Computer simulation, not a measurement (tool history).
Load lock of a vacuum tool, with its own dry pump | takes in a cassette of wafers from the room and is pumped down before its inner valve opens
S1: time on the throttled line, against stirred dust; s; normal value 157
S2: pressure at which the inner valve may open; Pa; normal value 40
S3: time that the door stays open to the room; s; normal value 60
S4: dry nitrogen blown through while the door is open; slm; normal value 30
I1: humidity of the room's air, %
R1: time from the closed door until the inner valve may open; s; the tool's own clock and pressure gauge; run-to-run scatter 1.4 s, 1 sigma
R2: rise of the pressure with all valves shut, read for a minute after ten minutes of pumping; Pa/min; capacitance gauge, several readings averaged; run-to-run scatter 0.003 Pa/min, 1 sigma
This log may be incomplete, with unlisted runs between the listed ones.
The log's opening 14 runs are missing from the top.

run	hour	S1	S2	S3	S4	I1	R1	R2
15	2464.4	157	40	60	30	43.5	239.6	0.098
16	2708.8	157	40	60	30	44.1	241.1	0.106
17	2914.8	150	40	60	30	44.4	232.0	0.122
18	3026.3	157	40	60	30	43.4	239.9	0.118
19	3235.6	136	40	60	11	45.8	224.3	0.148
20	3359.4	136	45	60	9	46.1	222.3	0.154
21	3632.7	157	49	63	5	48.3	239.2	0.177
22	3833.9	157	49	63	5	45.7	240.0	0.176
23	4041.2	157	33	88	30	46.8	244.6	0.172
24	4317.1	157	33	88	30	43.6	246.5	0.176
25	4488.8	208	40	60	30	49.7	288.1	0.183
26	4650.1	138	42	60	30	45.3	230.2	0.191
27	4910.3	138	42	60	30	41.2	228.2	0.197
28	5053.2	138	42	60	30	44.5	228.3	0.211
29	5178.6	138	42	60	30	46.6	229.8	0.223
# hour 5204.5: dry pump taken out, an overhauled one fitted
30	5380.9	112	42	60	30	42.3	182.7	0.229
31	5538.6	127	65	56	8	44.0	188.4	0.256
32	5810.8	157	40	102	8	47.5	221.0	0.289
33	5943.1	168	40	211	30	45.4	229.3	0.275
34	6098.6	157	40	60	7	45.3	224.1	0.290
35	6289.8	269	40	60	37	45.4	319.8	0.278
36	6410.0	269	58	127	19	44.6	311.5	0.303

Below are 5 alternative next runs, each starting from the tool's condition after run 36. Predict each:
A	6590.5	269	58	201	24	42.1	?	?
B	6590.5	157	40	98	30	43.6	?	?
C	6590.5	102	58	25	19	43.5	?	?
D	6590.5	157	77	60	30	40.5	?	?
E	6590.5	269	76	51	19	44.2	?	?

run	R1	R2
A	314.1	0.312
B	224.6	0.306
C	173.8	0.290
D	217.1	0.291
E	313.2	0.292
Take away the tool's hidden state, keep each run's random variation, and the runs would have read:
run	R1	R2
A	312.5	0.043
B	222.3	0.029
C	171.3	0.021
D	215.0	0.020
E	311.7	0.027
